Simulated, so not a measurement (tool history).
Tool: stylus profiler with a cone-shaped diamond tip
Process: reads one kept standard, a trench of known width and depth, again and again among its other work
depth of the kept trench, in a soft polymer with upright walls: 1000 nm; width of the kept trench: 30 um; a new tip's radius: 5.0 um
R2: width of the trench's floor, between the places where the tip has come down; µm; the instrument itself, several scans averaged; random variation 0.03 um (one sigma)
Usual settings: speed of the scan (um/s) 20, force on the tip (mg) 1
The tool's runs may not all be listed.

{"run": 1, "hour": 0.0, "speed of the scan (um/s)": 20, "force on the tip (mg)": 1, "depth of the trench (nm)": 1006.45, "R2": 23.39}
{"run": 2, "hour": 8.3, "speed of the scan (um/s)": 20, "force on the tip (mg)": 1, "depth of the trench (nm)": 1006.7, "R2": 23.42}
{"run": 3, "hour": 24.4, "speed of the scan (um/s)": 20, "force on the tip (mg)": 1, "depth of the trench (nm)": 1006.52, "R2": 23.4}
{"run": 4, "hour": 32.9, "speed of the scan (um/s)": 20, "force on the tip (mg)": 1, "depth of the trench (nm)": 1006.63, "R2": 23.36}
{"run": 5, "hour": 48.5, "speed of the scan (um/s)": 20, "force on the tip (mg)": 1, "depth of the trench (nm)": 1006.84, "R2": 23.37}
{"run": 6, "hour": 66.6, "speed of the scan (um/s)": 20, "force on the tip (mg)": 1, "depth of the trench (nm)": 1006.26, "R2": 23.36}
{"run": 7, "hour": 81.0, "speed of the scan (um/s)": 20, "force on the tip (mg)": 1, "depth of the trench (nm)": 1006.39, "R2": 23.41}
{"run": 8, "hour": 90.3, "speed of the scan (um/s)": 20, "force on the tip (mg)": 1, "depth of the trench (nm)": 1006.9, "R2": 23.36}
{"run": 9, "hour": 107.2, "speed of the scan (um/s)": 20, "force on the tip (mg)": 1.47, "depth of the trench (nm)": 1009.08, "R2": 23.38}
{"run": 10, "hour": 120.2, "speed of the scan (um/s)": 20, "force on the tip (mg)": 1.47, "depth of the trench (nm)": 1008.47, "R2": 23.34}
{"run": 11, "hour": 138.0, "speed of the scan (um/s)": 20, "force on the tip (mg)": 1.47, "depth of the trench (nm)": 1008.56, "R2": 23.33}
{"run": 12, "hour": 150.6, "speed of the scan (um/s)": 5, "force on the tip (mg)": 1, "depth of the trench (nm)": 1006.39, "R2": 23.41}
{"run": 13, "hour": 164.7, "speed of the scan (um/s)": 5, "force on the tip (mg)": 1, "depth of the trench (nm)": 1006.22, "R2": 23.39}
{"run": 14, "hour": 179.0, "speed of the scan (um/s)": 20, "force on the tip (mg)": 1, "depth of the trench (nm)": 1005.95, "R2": 23.25}
{"run": 15, "hour": 195.5, "speed of the scan (um/s)": 20, "force on the tip (mg)": 1, "depth of the trench (nm)": 1006.37, "R2": 23.19}
{"run": 16, "hour": 207.2, "speed of the scan (um/s)": 13, "force on the tip (mg)": 1, "depth of the trench (nm)": 1006.54, "R2": 23.35}
{"run": 17, "hour": 216.2, "speed of the scan (um/s)": 13, "force on the tip (mg)": 1, "depth of the trench (nm)": 1006.06, "R2": 23.26}
{"hour": 217.8, "done": "height scale calibrated on a step standard"}
{"run": 18, "hour": 227.3, "speed of the scan (um/s)": 50, "force on the tip (mg)": 0.96, "depth of the trench (nm)": 1006.13, "R2": 23.02}
{"run": 19, "hour": 246.4, "speed of the scan (um/s)": 6, "force on the tip (mg)": 2.82, "depth of the trench (nm)": 1013.68, "R2": 23.3}
{"run": 20, "hour": 262.8, "speed of the scan (um/s)": 20, "force on the tip (mg)": 1, "depth of the trench (nm)": 1006.04, "R2": 23.21}
{"run": 21, "hour": 281.3, "speed of the scan (um/s)": 20, "force on the tip (mg)": 1, "depth of the trench (nm)": 1005.85, "R2": 23.18}
{"hour": 287.9, "done": "height scale calibrated on a step standard, once more"}
{"run": 22, "hour": 291.1, "speed of the scan (um/s)": 18, "force on the tip (mg)": 2.73, "depth of the trench (nm)": 1014.55, "R2": 23.31}
{"run": 23, "hour": 304.9, "speed of the scan (um/s)": 65, "force on the tip (mg)": 2.73, "depth of the trench (nm)": 1014.8, "R2": 23.09}
{"run": 24, "hour": 314.2, "speed of the scan (um/s)": 25, "force on the tip (mg)": 0.74, "depth of the trench (nm)": 1006.34, "R2": 23.18}
{"run": 25, "hour": 325.8, "speed of the scan (um/s)": 25, "force on the tip (mg)": 0.74, "depth of the trench (nm)": 1005.86, "R2": 23.13}
{"run": 26, "hour": 345.6, "speed of the scan (um/s)": 65, "force on the tip (mg)": 1, "depth of the trench (nm)": 1007.26, "R2": 22.88}
{"run": 27, "hour": 364.9, "speed of the scan (um/s)": 23, "force on the tip (mg)": 0.97, "depth of the trench (nm)": 1007.18, "R2": 23.12}
{"run": 28, "hour": 379.3, "speed of the scan (um/s)": 69, "force on the tip (mg)": 0.38, "depth of the trench (nm)": 1003.87, "R2": 22.49}
{"run": 29, "hour": 391.2, "speed of the scan (um/s)": 61, "force on the tip (mg)": 0.57, "depth of the trench (nm)": 1004.85, "R2": 22.75}
{"run": 30, "hour": 409.9, "speed of the scan (um/s)": 16, "force on the tip (mg)": 1.48, "depth of the trench (nm)": 1009.58, "R2": 23.16}
{"run": 31, "hour": 425.6, "speed of the scan (um/s)": 44, "force on the tip (mg)": 1.48, "depth of the trench (nm)": 1009.45, "R2": 23.07}
{"run": 32, "hour": 438.5, "speed of the scan (um/s)": 59, "force on the tip (mg)": 1.41, "depth of the trench (nm)": 1009.05, "R2": 22.92}
{"run": 33, "hour": 453.0, "speed of the scan (um/s)": 7, "force on the tip (mg)": 0.57, "depth of the trench (nm)": 1004.96, "R2": 23.15}

The same runs without the tool's hidden state, with the same run-to-run variation:
The hidden state here: radius of the tip, um; height scale over the true one, %; drift of the gauge itself on depth_nm, %; drift of the gauge itself on floor_um, %.
run=1 depth_of_the_trench_(nm)=1007.21 R2=23.84
run=2 depth_of_the_trench_(nm)=1007.47 R2=23.88
run=3 depth_of_the_trench_(nm)=1007.31 R2=23.87
run=4 depth_of_the_trench_(nm)=1007.44 R2=23.84
run=5 depth_of_the_trench_(nm)=1007.67 R2=23.86
run=6 depth_of_the_trench_(nm)=1007.12 R2=23.86
run=7 depth_of_the_trench_(nm)=1007.27 R2=23.92
run=8 depth_of_the_trench_(nm)=1007.79 R2=23.87
run=9 depth_of_the_trench_(nm)=1009.99 R2=23.91
run=10 depth_of_the_trench_(nm)=1009.4 R2=23.87
run=11 depth_of_the_trench_(nm)=1009.53 R2=23.88
run=12 depth_of_the_trench_(nm)=1007.37 R2=23.97
run=13 depth_of_the_trench_(nm)=1007.22 R2=23.96
run=14 depth_of_the_trench_(nm)=1006.97 R2=23.83
run=15 depth_of_the_trench_(nm)=1007.42 R2=23.78
run=16 depth_of_the_trench_(nm)=1007.61 R2=23.95
run=17 depth_of_the_trench_(nm)=1007.14 R2=23.87
run=18 depth_of_the_trench_(nm)=1007.36 R2=23.63
run=19 depth_of_the_trench_(nm)=1014.95 R2=23.93
run=20 depth_of_the_trench_(nm)=1007.32 R2=23.85
run=21 depth_of_the_trench_(nm)=1007.16 R2=23.83
run=22 depth_of_the_trench_(nm)=1014.5 R2=23.96
run=23 depth_of_the_trench_(nm)=1014.77 R2=23.75
run=24 depth_of_the_trench_(nm)=1006.33 R2=23.85
run=25 depth_of_the_trench_(nm)=1005.86 R2=23.81
run=26 depth_of_the_trench_(nm)=1007.3 R2=23.57
run=27 depth_of_the_trench_(nm)=1007.24 R2=23.82
run=28 depth_of_the_trench_(nm)=1003.95 R2=23.2
run=29 depth_of_the_trench_(nm)=1004.95 R2=23.47
run=30 depth_of_the_trench_(nm)=1009.71 R2=23.89
run=31 depth_of_the_trench_(nm)=1009.6 R2=23.81
run=32 depth_of_the_trench_(nm)=1009.22 R2=23.67
run=33 depth_of_the_trench_(nm)=1005.15 R2=23.91
